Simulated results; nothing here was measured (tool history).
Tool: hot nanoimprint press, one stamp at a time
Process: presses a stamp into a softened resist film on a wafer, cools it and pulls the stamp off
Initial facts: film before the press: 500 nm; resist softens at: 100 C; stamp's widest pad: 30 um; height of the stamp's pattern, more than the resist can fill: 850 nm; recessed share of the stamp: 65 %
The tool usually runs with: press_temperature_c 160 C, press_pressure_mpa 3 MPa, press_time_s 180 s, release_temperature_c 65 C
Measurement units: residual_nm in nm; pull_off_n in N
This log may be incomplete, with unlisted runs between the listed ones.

run 1 day=0 | press_temperature_c=160 press_pressure_mpa=3 press_time_s=180 release_temperature_c=65 | residual_nm=235 pull_off_n=166
run 2 day=0.842 | press_temperature_c=160 press_pressure_mpa=3 press_time_s=180 release_temperature_c=65 | residual_nm=234.7 pull_off_n=166
-- day=1.446 plate thermocouple calibrated
run 3 day=2.358 | press_temperature_c=160 press_pressure_mpa=3 press_time_s=180 release_temperature_c=65 | residual_nm=235.8 pull_off_n=176
run 4 day=3.738 | press_temperature_c=160 press_pressure_mpa=3 press_time_s=180 release_temperature_c=65 | residual_nm=235.2 pull_off_n=170
run 5 day=4.542 | press_temperature_c=160 press_pressure_mpa=3 press_time_s=180 release_temperature_c=65 | residual_nm=235.6 pull_off_n=175
-- day=5.838 plate thermocouple calibrated, once more
run 6 day=6.175 | press_temperature_c=160 press_pressure_mpa=3.22 press_time_s=180 release_temperature_c=65 | residual_nm=215.2 pull_off_n=174
run 7 day=7.5 | press_temperature_c=164 press_pressure_mpa=3 press_time_s=180 release_temperature_c=65 | residual_nm=190.6 pull_off_n=178
run 8 day=8.271 | press_temperature_c=164 press_pressure_mpa=3 press_time_s=180 release_temperature_c=65 | residual_nm=191.2 pull_off_n=176
run 9 day=9.375 | press_temperature_c=164 press_pressure_mpa=3 press_time_s=180 release_temperature_c=65 | residual_nm=192.2 pull_off_n=179
run 10 day=10.258 | press_temperature_c=164 press_pressure_mpa=3 press_time_s=180 release_temperature_c=65 | residual_nm=192.3 pull_off_n=182
run 11 day=11.35 | press_temperature_c=160 press_pressure_mpa=3 press_time_s=102 release_temperature_c=65 | residual_nm=273.3 pull_off_n=181
run 12 day=12.35 | press_temperature_c=160 press_pressure_mpa=3 press_time_s=102 release_temperature_c=65 | residual_nm=271.5 pull_off_n=191
run 13 day=13.996 | press_temperature_c=160 press_pressure_mpa=3 press_time_s=180 release_temperature_c=65 | residual_nm=229.1 pull_off_n=191
-- day=14.346 stamp cleaned and given a new release coat
run 14 day=15.046 | press_temperature_c=160 press_pressure_mpa=3.03 press_time_s=180 release_temperature_c=65 | residual_nm=227.6 pull_off_n=154
run 15 day=15.812 | press_temperature_c=160 press_pressure_mpa=3.03 press_time_s=180 release_temperature_c=65 | residual_nm=227.6 pull_off_n=156
run 16 day=16.946 | press_temperature_c=160 press_pressure_mpa=3.03 press_time_s=180 release_temperature_c=65 | residual_nm=230.1 pull_off_n=150
run 17 day=18.208 | press_temperature_c=160 press_pressure_mpa=3.03 press_time_s=180 release_temperature_c=65 | residual_nm=229.2 pull_off_n=152
run 18 day=19.733 | press_temperature_c=160 press_pressure_mpa=3.03 press_time_s=180 release_temperature_c=65 | residual_nm=231.4 pull_off_n=162
run 19 day=21.379 | press_temperature_c=164 press_pressure_mpa=4.55 press_time_s=164 release_temperature_c=68 | residual_nm=160.7 pull_off_n=156
run 20 day=22.867 | press_temperature_c=170 press_pressure_mpa=2.75 press_time_s=256 release_temperature_c=65 | residual_nm=145.1 pull_off_n=173
run 21 day=23.908 | press_temperature_c=160 press_pressure_mpa=3 press_time_s=249 release_temperature_c=70 | residual_nm=210 pull_off_n=153
-- day=24.921 plate thermocouple calibrated
run 22 day=25.517 | press_temperature_c=160 press_pressure_mpa=3 press_time_s=249 release_temperature_c=70 | residual_nm=208.9 pull_off_n=158
run 23 day=26.4 | press_temperature_c=160 press_pressure_mpa=3 press_time_s=249 release_temperature_c=70 | residual_nm=207.9 pull_off_n=163
run 24 day=27.821 | press_temperature_c=164 press_pressure_mpa=2.13 press_time_s=324 release_temperature_c=68 | residual_nm=197.5 pull_off_n=162
run 25 day=29.171 | press_temperature_c=156 press_pressure_mpa=3.15 press_time_s=180 release_temperature_c=65 | residual_nm=269.1 pull_off_n=170
run 26 day=29.946 | press_temperature_c=156 press_pressure_mpa=3.15 press_time_s=180 release_temperature_c=65 | residual_nm=265.5 pull_off_n=180
run 27 day=30.733 | press_temperature_c=156 press_pressure_mpa=3.15 press_time_s=180 release_temperature_c=65 | residual_nm=266.6 pull_off_n=180
run 28 day=32.342 | press_temperature_c=156 press_pressure_mpa=1.82 press_time_s=180 release_temperature_c=64 | residual_nm=344.4 pull_off_n=185
run 29 day=33.808 | press_temperature_c=156 press_pressure_mpa=1.82 press_time_s=180 release_temperature_c=52 | residual_nm=347.5 pull_off_n=221

How would selected steps in residual_nm from run to run divide? Give the signed amount a tool lacking its hidden state would still show from settings, what came in and random variation, and the signed amount left for the hidden state, including any gauge scatter that is not in both of the compared results.
Hidden state at play: true temperature over the reading, C; pressure that arrives at the usual setting, %; grip of the stamp's worn release coat, % over a new coat's; drift of the gauge itself on residual_nm, %; drift of the gauge itself on pull_off_n, %.
Run 5 -> 6: press_pressure_mpa 3 -> 3.22, plate thermocouple calibrated, once more. residual_nm -20.4 nm: hidden state -11.2, all else -9.2.
Run 10 -> 11: press_temperature_c 164 -> 160, press_time_s 180 -> 102. residual_nm +81 nm: hidden state +0.6, all else +80.4.
Run 24 -> 25: press_temperature_c 164 -> 156, press_pressure_mpa 2.13 -> 3.15, press_time_s 324 -> 180, release_temperature_c 68 -> 65. residual_nm +71.6 nm: hidden state +3, all else +68.6.
Run 27 -> 28: press_pressure_mpa 3.15 -> 1.82, release_temperature_c 65 -> 64. residual_nm +77.8 nm: hidden state -1.2, all else +79.

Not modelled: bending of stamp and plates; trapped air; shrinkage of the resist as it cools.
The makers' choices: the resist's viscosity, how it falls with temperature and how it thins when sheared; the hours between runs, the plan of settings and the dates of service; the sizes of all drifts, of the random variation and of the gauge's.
